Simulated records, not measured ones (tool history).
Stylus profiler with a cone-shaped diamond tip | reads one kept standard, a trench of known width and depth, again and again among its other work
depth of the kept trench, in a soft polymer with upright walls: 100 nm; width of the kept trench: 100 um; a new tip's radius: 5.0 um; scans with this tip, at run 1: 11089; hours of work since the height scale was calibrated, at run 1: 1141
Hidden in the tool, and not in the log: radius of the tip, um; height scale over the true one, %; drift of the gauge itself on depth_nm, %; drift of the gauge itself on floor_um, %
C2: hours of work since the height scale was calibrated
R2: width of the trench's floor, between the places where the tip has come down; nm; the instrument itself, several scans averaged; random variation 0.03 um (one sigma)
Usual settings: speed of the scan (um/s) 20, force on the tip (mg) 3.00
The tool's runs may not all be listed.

{"run": 1, "hour": 0.0, "speed of the scan (um/s)": 20, "force on the tip (mg)": 3.0, "scans with this tip": 11089, "C2": 1141, "depth of the trench (nm)": 101.49, "R2": 97900}
{"run": 2, "hour": 81.9, "speed of the scan (um/s)": 20, "force on the tip (mg)": 3.0, "scans with this tip": 11672, "C2": 1201, "depth of the trench (nm)": 101.51, "R2": 97930}
{"run": 3, "hour": 132.6, "speed of the scan (um/s)": 16, "force on the tip (mg)": 3.0, "scans with this tip": 12033, "C2": 1238, "depth of the trench (nm)": 101.51, "R2": 97970}
{"run": 4, "hour": 223.8, "speed of the scan (um/s)": 16, "force on the tip (mg)": 3.0, "scans with this tip": 12683, "C2": 1305, "depth of the trench (nm)": 101.54, "R2": 97920}
{"hour": 327.8, "done": "height scale calibrated on a step standard"}
{"run": 5, "hour": 334.6, "speed of the scan (um/s)": 8, "force on the tip (mg)": 3.0, "scans with this tip": 13468, "C2": 5, "depth of the trench (nm)": 101.52, "R2": 98000}
{"run": 6, "hour": 394.0, "speed of the scan (um/s)": 20, "force on the tip (mg)": 2.69, "scans with this tip": 13891, "C2": 49, "depth of the trench (nm)": 101.41, "R2": 97940}
{"run": 7, "hour": 457.6, "speed of the scan (um/s)": 20, "force on the tip (mg)": 2.69, "scans with this tip": 14344, "C2": 95, "depth of the trench (nm)": 101.4, "R2": 97960}
{"run": 8, "hour": 564.9, "speed of the scan (um/s)": 20, "force on the tip (mg)": 2.69, "scans with this tip": 15108, "C2": 174, "depth of the trench (nm)": 101.39, "R2": 98000}
{"run": 9, "hour": 655.1, "speed of the scan (um/s)": 20, "force on the tip (mg)": 2.69, "scans with this tip": 15750, "C2": 240, "depth of the trench (nm)": 101.38, "R2": 97880}
{"run": 10, "hour": 735.0, "speed of the scan (um/s)": 20, "force on the tip (mg)": 2.69, "scans with this tip": 16319, "C2": 298, "depth of the trench (nm)": 101.42, "R2": 97940}
{"run": 11, "hour": 796.4, "speed of the scan (um/s)": 20, "force on the tip (mg)": 4.57, "scans with this tip": 16756, "C2": 343, "depth of the trench (nm)": 102.03, "R2": 97940}
{"run": 12, "hour": 866.1, "speed of the scan (um/s)": 20, "force on the tip (mg)": 4.57, "scans with this tip": 17252, "C2": 394, "depth of the trench (nm)": 102.02, "R2": 97910}
{"run": 13, "hour": 952.6, "speed of the scan (um/s)": 20, "force on the tip (mg)": 5.44, "scans with this tip": 17868, "C2": 458, "depth of the trench (nm)": 102.28, "R2": 97930}
{"run": 14, "hour": 1001.9, "speed of the scan (um/s)": 59, "force on the tip (mg)": 3.0, "scans with this tip": 18219, "C2": 494, "depth of the trench (nm)": 101.52, "R2": 97850}
{"run": 15, "hour": 1059.8, "speed of the scan (um/s)": 59, "force on the tip (mg)": 3.0, "scans with this tip": 18631, "C2": 536, "depth of the trench (nm)": 101.55, "R2": 97820}
{"run": 16, "hour": 1136.9, "speed of the scan (um/s)": 59, "force on the tip (mg)": 3.0, "scans with this tip": 19180, "C2": 593, "depth of the trench (nm)": 101.5, "R2": 97830}
{"run": 17, "hour": 1188.8, "speed of the scan (um/s)": 20, "force on the tip (mg)": 3.81, "scans with this tip": 19550, "C2": 631, "depth of the trench (nm)": 101.81, "R2": 97920}
{"run": 18, "hour": 1289.6, "speed of the scan (um/s)": 20, "force on the tip (mg)": 3.81, "scans with this tip": 20267, "C2": 704, "depth of the trench (nm)": 101.76, "R2": 97940}
{"run": 19, "hour": 1364.4, "speed of the scan (um/s)": 7, "force on the tip (mg)": 3.0, "scans with this tip": 20800, "C2": 759, "depth of the trench (nm)": 101.52, "R2": 97990}
{"run": 20, "hour": 1455.5, "speed of the scan (um/s)": 7, "force on the tip (mg)": 3.0, "scans with this tip": 21449, "C2": 826, "depth of the trench (nm)": 101.51, "R2": 98030}
{"hour": 1509.3, "done": "new tip fitted, height scale calibrated"}
{"run": 21, "hour": 1559.7, "speed of the scan (um/s)": 20, "force on the tip (mg)": 3.0, "scans with this tip": 359, "C2": 37, "depth of the trench (nm)": 101.49, "R2": 97930}
{"run": 22, "hour": 1666.0, "speed of the scan (um/s)": 20, "force on the tip (mg)": 3.0, "scans with this tip": 1116, "C2": 115, "depth of the trench (nm)": 101.52, "R2": 97920}
{"run": 23, "hour": 1786.1, "speed of the scan (um/s)": 20, "force on the tip (mg)": 3.0, "scans with this tip": 1971, "C2": 203, "depth of the trench (nm)": 101.51, "R2": 97960}
{"run": 24, "hour": 1890.5, "speed of the scan (um/s)": 36, "force on the tip (mg)": 8.3, "scans with this tip": 2715, "C2": 279, "depth of the trench (nm)": 103.02, "R2": 97930}
{"run": 25, "hour": 1995.3, "speed of the scan (um/s)": 64, "force on the tip (mg)": 2.8, "scans with this tip": 3461, "C2": 356, "depth of the trench (nm)": 101.4, "R2": 97800}
{"run": 26, "hour": 2078.0, "speed of the scan (um/s)": 64, "force on the tip (mg)": 2.8, "scans with this tip": 4049, "C2": 416, "depth of the trench (nm)": 101.46, "R2": 97810}
{"run": 27, "hour": 2148.2, "speed of the scan (um/s)": 7, "force on the tip (mg)": 1.84, "scans with this tip": 4549, "C2": 468, "depth of the trench (nm)": 101.09, "R2": 98000}
{"run": 28, "hour": 2204.6, "speed of the scan (um/s)": 28, "force on the tip (mg)": 1.07, "scans with this tip": 4950, "C2": 509, "depth of the trench (nm)": 100.74, "R2": 97860}
{"run": 29, "hour": 2269.9, "speed of the scan (um/s)": 28, "force on the tip (mg)": 1.07, "scans with this tip": 5416, "C2": 557, "depth of the trench (nm)": 100.77, "R2": 97880}
{"run": 30, "hour": 2377.4, "speed of the scan (um/s)": 28, "force on the tip (mg)": 1.07, "scans with this tip": 6181, "C2": 636, "depth of the trench (nm)": 100.76, "R2": 97900}
{"run": 31, "hour": 2435.7, "speed of the scan (um/s)": 28, "force on the tip (mg)": 1.07, "scans with this tip": 6596, "C2": 678, "depth of the trench (nm)": 100.75, "R2": 97830}
{"run": 32, "hour": 2492.1, "speed of the scan (um/s)": 16, "force on the tip (mg)": 5.51, "scans with this tip": 6998, "C2": 720, "depth of the trench (nm)": 102.26, "R2": 97950}
{"run": 33, "hour": 2609.8, "speed of the scan (um/s)": 8, "force on the tip (mg)": 2.88, "scans with this tip": 7836, "C2": 806, "depth of the trench (nm)": 101.5, "R2": 98000}
{"run": 34, "hour": 2730.0, "speed of the scan (um/s)": 68, "force on the tip (mg)": 2.92, "scans with this tip": 8691, "C2": 894, "depth of the trench (nm)": 101.52, "R2": 97780}
{"run": 35, "hour": 2793.4, "speed of the scan (um/s)": 68, "force on the tip (mg)": 2.92, "scans with this tip": 9143, "C2": 940, "depth of the trench (nm)": 101.48, "R2": 97770}
{"run": 36, "hour": 2868.6, "speed of the scan (um/s)": 68, "force on the tip (mg)": 2.92, "scans with this tip": 9678, "C2": 996, "depth of the trench (nm)": 101.5, "R2": 97840}
{"run": 37, "hour": 2952.3, "speed of the scan (um/s)": 27, "force on the tip (mg)": 2.38, "scans with this tip": 10274, "C2": 1057, "depth of the trench (nm)": 101.29, "R2": 97920}
{"run": 38, "hour": 3060.8, "speed of the scan (um/s)": 31, "force on the tip (mg)": 6.28, "scans with this tip": 11047, "C2": 1136, "depth of the trench (nm)": 102.48, "R2": 97950}
{"run": 39, "hour": 3127.0, "speed of the scan (um/s)": 31, "force on the tip (mg)": 6.28, "scans with this tip": 11518, "C2": 1185, "depth of the trench (nm)": 102.52, "R2": 97950}
{"run": 40, "hour": 3187.4, "speed of the scan (um/s)": 31, "force on the tip (mg)": 1.65, "scans with this tip": 11948, "C2": 1229, "depth of the trench (nm)": 101.01, "R2": 97900}
{"run": 41, "hour": 3238.1, "speed of the scan (um/s)": 36, "force on the tip (mg)": 1.13, "scans with this tip": 12309, "C2": 1266, "depth of the trench (nm)": 100.78, "R2": 97830}
{"run": 42, "hour": 3331.1, "speed of the scan (um/s)": 36, "force on the tip (mg)": 1.13, "scans with this tip": 12971, "C2": 1334, "depth of the trench (nm)": 100.82, "R2": 97830}
{"hour": 3398.6, "done": "height scale calibrated on a step standard"}
{"run": 43, "hour": 3405.2, "speed of the scan (um/s)": 53, "force on the tip (mg)": 1.13, "scans with this tip": 13495, "C2": 5, "depth of the trench (nm)": 100.79, "R2": 97720}
{"run": 44, "hour": 3493.0, "speed of the scan (um/s)": 43, "force on the tip (mg)": 2.71, "scans with this tip": 14120, "C2": 69, "depth of the trench (nm)": 101.39, "R2": 97830}
{"run": 45, "hour": 3554.7, "speed of the scan (um/s)": 43, "force on the tip (mg)": 2.71, "scans with this tip": 14559, "C2": 114, "depth of the trench (nm)": 101.41, "R2": 97910}
{"run": 46, "hour": 3608.6, "speed of the scan (um/s)": 43, "force on the tip (mg)": 7.77, "scans with this tip": 14943, "C2": 154, "depth of the trench (nm)": 102.88, "R2": 97920}

How the hidden state differs across the entries between the runs, from the last listed run before each to the first after it:
Between runs 4 and 5: height scale calibrated on a step standard (hour 327.8)
  radius of the tip, um: 5.09 -> 5.1; height scale over the true one, %: 0.008 -> 0
  measured less the result without the state, R2: -20 -> -20 nm
Between runs 20 and 21: new tip fitted, height scale calibrated (hour 1509.3)
  radius of the tip, um: 5.16 -> 5.01; height scale over the true one, %: 0.006 -> 0
  measured less the result without the state, R2: -30 -> +0 nm
Between runs 42 and 43: height scale calibrated on a step standard (hour 3398.6)
  height scale over the true one, %: 0.009 -> 0
  measured less the result without the state, R2: -10 -> -20 nm

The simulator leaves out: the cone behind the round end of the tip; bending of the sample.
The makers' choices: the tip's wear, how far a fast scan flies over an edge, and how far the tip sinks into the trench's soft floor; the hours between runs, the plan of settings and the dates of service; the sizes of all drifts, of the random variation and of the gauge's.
